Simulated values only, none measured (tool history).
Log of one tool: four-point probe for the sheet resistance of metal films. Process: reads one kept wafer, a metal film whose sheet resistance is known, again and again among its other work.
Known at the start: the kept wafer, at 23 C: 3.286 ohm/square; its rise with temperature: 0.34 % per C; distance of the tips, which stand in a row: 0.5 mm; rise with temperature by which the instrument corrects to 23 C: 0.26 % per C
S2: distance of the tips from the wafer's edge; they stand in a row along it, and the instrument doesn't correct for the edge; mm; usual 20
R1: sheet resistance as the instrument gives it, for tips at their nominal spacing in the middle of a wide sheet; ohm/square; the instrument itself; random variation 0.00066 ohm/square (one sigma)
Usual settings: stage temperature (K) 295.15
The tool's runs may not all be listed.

Run 1, day 0: usual settings. Result: R1 3.233009 ohm/square.
Run 2, day 0.442: usual settings. Result: R1 3.232748 ohm/square.
Run 3, day 1.025: usual settings. Result: R1 3.231241 ohm/square.
Run 4, day 1.529: usual settings. Result: R1 3.232342 ohm/square.
Run 5, day 2.083: usual settings. Result: R1 3.232765 ohm/square.
Run 6, day 2.85: usual settings but S2 10 mm. Result: R1 3.236213 ohm/square.
At day 2.979: new probe head fitted.
Run 7, day 3.45: usual settings but S2 10 mm. Result: R1 3.300229 ohm/square.
Run 8, day 3.842: usual settings but stage temperature (K) 296.15. Result: R1 3.298573 ohm/square.
Run 9, day 4.338: usual settings but stage temperature (K) 296.15. Result: R1 3.29888 ohm/square.
Run 10, day 4.929: usual settings but stage temperature (K) 296.15. Result: R1 3.298648 ohm/square.
Run 11, day 5.329: usual settings. Result: R1 3.295468 ohm/square.
At day 5.392: stage's thermometer calibrated.
Run 12, day 5.992: usual settings. Result: R1 3.296211 ohm/square.
Run 13, day 6.408: usual settings. Result: R1 3.295801 ohm/square.
Run 14, day 6.846: usual settings. Result: R1 3.296694 ohm/square.
Run 15, day 7.371: usual settings. Result: R1 3.295049 ohm/square.
At day 7.996: stage's thermometer calibrated, once more.
Run 16, day 8.138: usual settings. Result: R1 3.292847 ohm/square.
Run 17, day 8.638: usual settings. Result: R1 3.291509 ohm/square.
Run 18, day 9.079: usual settings. Result: R1 3.292041 ohm/square.
Run 19, day 9.783: usual settings but stage temperature (K) 303.15, S2 3 mm. Result: R1 3.360098 ohm/square.
Run 20, day 10.458: usual settings but stage temperature (K) 304.15, S2 53 mm. Result: R1 3.313765 ohm/square.
Run 21, day 10.921: usual settings but stage temperature (K) 304.15, S2 53 mm. Result: R1 3.312534 ohm/square.
Run 22, day 11.592: usual settings but stage temperature (K) 303.15, S2 10 mm. Result: R1 3.315373 ohm/square.
Run 23, day 12.35: usual settings but stage temperature (K) 304.15, S2 58 mm. Result: R1 3.312512 ohm/square.
Run 24, day 12.738: usual settings but stage temperature (K) 304.15, S2 58 mm. Result: R1 3.31235 ohm/square.
Run 25, day 13.212: usual settings but stage temperature (K) 301.15, S2 32 mm. Result: R1 3.304547 ohm/square.
Run 26, day 13.729: usual settings but stage temperature (K) 301.15, S2 13 mm. Result: R1 3.306492 ohm/square.
Run 27, day 14.179: usual settings but stage temperature (K) 301.15, S2 13 mm. Result: R1 3.306574 ohm/square.
Run 28, day 14.746: usual settings but stage temperature (K) 301.15, S2 4 mm. Result: R1 3.332494 ohm/square.
Run 29, day 15.467: usual settings but S2 4 mm. Result: R1 3.315821 ohm/square.
Run 30, day 16.038: usual settings but stage temperature (K) 293.15, S2 40 mm. Result: R1 3.283208 ohm/square.
Run 31, day 16.8: usual settings but stage temperature (K) 293.15, S2 40 mm. Result: R1 3.282778 ohm/square.
Run 32, day 17.167: usual settings but stage temperature (K) 293.15, S2 40 mm. Result: R1 3.283138 ohm/square.
Run 33, day 17.871: usual settings but stage temperature (K) 304.15, S2 6 mm. Result: R1 3.322917 ohm/square.

4 ways to go on from here, each from the tool as it stands after run 33. What would each give?
Run A, day 18.646: usual settings but S2 8 mm. Result: R1 ?.
Run B, day 18.646: usual settings but stage temperature (K) 293.15. Result: R1 ?.
Run C, day 18.646: usual settings but stage temperature (K) 307.15, S2 5 mm. Result: R1 ?.
Run D, day 18.646: usual settings but stage temperature (K) 302.15, S2 42 mm. Result: R1 ?.

run        R1
  A  3.294423
  B  3.282266
  C    3.3341
  D  3.304798
Without the tool's hidden state the same runs would have given:
run        R1
  A  3.290538
  B   3.27839
  C  3.330201
  D  3.300919

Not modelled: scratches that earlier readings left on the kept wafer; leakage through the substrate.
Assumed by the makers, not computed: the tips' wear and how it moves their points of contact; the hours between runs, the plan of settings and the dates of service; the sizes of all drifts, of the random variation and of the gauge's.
